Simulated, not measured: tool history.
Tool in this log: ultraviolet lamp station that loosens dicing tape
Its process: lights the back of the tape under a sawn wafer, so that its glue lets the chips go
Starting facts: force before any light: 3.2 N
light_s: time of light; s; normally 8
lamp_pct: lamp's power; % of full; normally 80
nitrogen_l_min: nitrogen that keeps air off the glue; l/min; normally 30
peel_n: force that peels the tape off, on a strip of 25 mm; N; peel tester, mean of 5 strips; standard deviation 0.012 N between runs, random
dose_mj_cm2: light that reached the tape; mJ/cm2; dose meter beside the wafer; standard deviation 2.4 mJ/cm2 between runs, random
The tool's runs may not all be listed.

run	hour	light_s	lamp_pct	nitrogen_l_min	peel_n	dose_mj_cm2
1	0	8	80	30	0.641	228
2	16.6	8	80	18	0.735	226
3	32.3	8	80	18	0.761	227
4	48.1	8	80	30	0.645	225
5	65	8	80	30	0.653	222
6	79	8	80	30	0.643	227
7	101.7	4	80	30	1.34	111
8	118	4	80	30	1.417	109
9	136	4	80	30	1.334	108
# hour 138.8: window cleaned of glue's vapour
10	153.6	4	80	30	1.572	96
11	167.3	4	80	30	1.465	94
# hour 177.2: window cleaned of glue's vapour, once more
12	183.6	12	80	30	0.34	384
13	202.6	6	80	30	0.791	190
14	219.8	5	94	20	0.914	187
15	237	5	94	20	0.928	183
16	253.9	7	80	30	0.644	217
17	267.4	7	80	30	0.647	219
18	285.5	7	80	13	0.838	214
19	296.9	6	69	38	0.937	160
20	313.8	9	71	16	0.69	242
21	333.2	9	71	16	0.74	242
22	357.3	6	80	30	0.849	179
23	383.8	9	90	30	0.46	299

What if the next run were any one of these 4? Each begins from the tool's condition after run 23:
A	400.5	8	80	30	?	?
B	400.5	8	80	11	?	?
C	400.5	8	80	19	?	?
D	400.5	6	85	14	?	?

run	peel_n	dose_mj_cm2
A	0.611	233
B	0.855	232
C	0.683	234
D	0.979	187
With the hidden condition removed and each run's random variation left untouched, the same runs would have given:
run	peel_n	dose_mj_cm2
A	0.517	265
B	0.732	265
C	0.579	267
D	0.849	213

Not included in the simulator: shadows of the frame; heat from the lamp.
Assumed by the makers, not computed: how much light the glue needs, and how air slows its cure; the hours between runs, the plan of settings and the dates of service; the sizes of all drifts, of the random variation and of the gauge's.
